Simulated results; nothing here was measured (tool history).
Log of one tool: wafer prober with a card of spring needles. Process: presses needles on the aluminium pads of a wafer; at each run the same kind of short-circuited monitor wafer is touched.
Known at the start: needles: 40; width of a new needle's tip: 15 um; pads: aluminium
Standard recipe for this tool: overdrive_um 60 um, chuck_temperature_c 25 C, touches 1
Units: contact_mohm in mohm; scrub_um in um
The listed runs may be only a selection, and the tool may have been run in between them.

run 1 day=0.000 | overdrive_um=60 chuck_temperature_c=25 touches=1 | contact_mohm=325 scrub_um=9.499
-- day=0.354 tips cleaned on abrasive film
run 2 day=0.804 | overdrive_um=60 chuck_temperature_c=118 touches=1 | contact_mohm=344 scrub_um=9.493
-- day=0.967 tips cleaned on abrasive film
run 3 day=1.525 | overdrive_um=60 chuck_temperature_c=118 touches=1 | contact_mohm=340 scrub_um=9.481
-- day=1.600 tips cleaned on abrasive film
run 4 day=2.029 | overdrive_um=60 chuck_temperature_c=118 touches=1 | contact_mohm=346 scrub_um=9.474
-- day=2.183 tips cleaned on abrasive film
run 5 day=2.742 | overdrive_um=60 chuck_temperature_c=118 touches=1 | contact_mohm=344 scrub_um=9.461
-- day=2.804 tips cleaned on abrasive film
-- day=3.396 tips cleaned on abrasive film
run 6 day=3.396 | overdrive_um=60 chuck_temperature_c=118 touches=2 | contact_mohm=241 scrub_um=9.439
-- day=4.033 tips cleaned on abrasive film
-- day=4.046 height of the first contact set anew
run 7 day=4.046 | overdrive_um=60 chuck_temperature_c=118 touches=2 | contact_mohm=240 scrub_um=9.407
-- day=4.650 tips cleaned on abrasive film
run 8 day=4.792 | overdrive_um=60 chuck_temperature_c=25 touches=1 | contact_mohm=305 scrub_um=9.409
-- day=5.238 tips cleaned on abrasive film
run 9 day=5.238 | overdrive_um=60 chuck_temperature_c=25 touches=1 | contact_mohm=226 scrub_um=9.391
-- day=5.829 tips cleaned on abrasive film
run 10 day=6.000 | overdrive_um=49 chuck_temperature_c=25 touches=1 | contact_mohm=355 scrub_um=7.641
-- day=6.429 tips cleaned on abrasive film
run 11 day=6.525 | overdrive_um=49 chuck_temperature_c=25 touches=1 | contact_mohm=316 scrub_um=7.626
-- day=6.971 height of the first contact set anew, once more
-- day=7.042 tips cleaned on abrasive film
run 12 day=7.117 | overdrive_um=49 chuck_temperature_c=25 touches=1 | contact_mohm=298 scrub_um=7.747
-- day=7.629 tips cleaned on abrasive film
run 13 day=7.712 | overdrive_um=60 chuck_temperature_c=25 touches=1 | contact_mohm=269 scrub_um=9.487
-- day=8.258 tips cleaned on abrasive film
run 14 day=8.262 | overdrive_um=60 chuck_temperature_c=25 touches=1 | contact_mohm=223 scrub_um=9.475
-- day=8.888 tips cleaned on abrasive film
run 15 day=8.946 | overdrive_um=60 chuck_temperature_c=25 touches=1 | contact_mohm=269 scrub_um=9.463
-- day=9.512 tips cleaned on abrasive film
run 16 day=9.788 | overdrive_um=60 chuck_temperature_c=25 touches=1 | contact_mohm=323 scrub_um=9.462
-- day=10.096 tips cleaned on abrasive film
-- day=10.700 tips cleaned on abrasive film
run 17 day=10.700 | overdrive_um=60 chuck_temperature_c=25 touches=1 | contact_mohm=224 scrub_um=9.449
run 18 day=11.142 | overdrive_um=60 chuck_temperature_c=110 touches=1 | contact_mohm=340 scrub_um=9.438
-- day=11.288 tips cleaned on abrasive film
-- day=11.521 height of the first contact set anew
run 19 day=11.600 | overdrive_um=73 chuck_temperature_c=119 touches=3 | contact_mohm=259 scrub_um=11.574
-- day=11.954 tips cleaned on abrasive film
run 20 day=12.383 | overdrive_um=73 chuck_temperature_c=119 touches=3 | contact_mohm=260 scrub_um=11.564
-- day=12.571 tips cleaned on abrasive film
-- day=13.158 tips cleaned on abrasive film
run 21 day=13.250 | overdrive_um=69 chuck_temperature_c=25 touches=1 | contact_mohm=260 scrub_um=10.908
run 22 day=13.679 | overdrive_um=44 chuck_temperature_c=38 touches=3 | contact_mohm=299 scrub_um=6.949
-- day=13.767 tips cleaned on abrasive film
-- day=14.358 tips cleaned on abrasive film
run 23 day=14.358 | overdrive_um=54 chuck_temperature_c=87 touches=2 | contact_mohm=240 scrub_um=8.513
-- day=14.996 tips cleaned on abrasive film
run 24 day=15.112 | overdrive_um=58 chuck_temperature_c=113 touches=1 | contact_mohm=314 scrub_um=9.137
-- day=15.579 tips cleaned on abrasive film
run 25 day=15.988 | overdrive_um=63 chuck_temperature_c=42 touches=1 | contact_mohm=333 scrub_um=9.917
-- day=16.075 height of the first contact set anew
-- day=16.225 tips cleaned on abrasive film
-- day=16.842 tips cleaned on abrasive film
run 26 day=16.900 | overdrive_um=54 chuck_temperature_c=25 touches=1 | contact_mohm=287 scrub_um=8.538
-- day=17.479 tips cleaned on abrasive film
run 27 day=17.600 | overdrive_um=57 chuck_temperature_c=43 touches=3 | contact_mohm=252 scrub_um=9.009
-- day=18.112 tips cleaned on abrasive film
run 28 day=18.542 | overdrive_um=51 chuck_temperature_c=25 touches=1 | contact_mohm=385 scrub_um=8.043

Estimate the outcome of run 29 from the log above:
-- day=18.729 tips cleaned on abrasive film
run 29 day=19.229 | overdrive_um=51 chuck_temperature_c=25 touches=1 | contact_mohm=? scrub_um=?

contact_mohm: 392 mohm
scrub_um: 8.027 um
Take away the tool's hidden state, keep the run-to-run variation as it was, and the same run would have given contact_mohm 213 mohm, scrub_um 8.078 um.
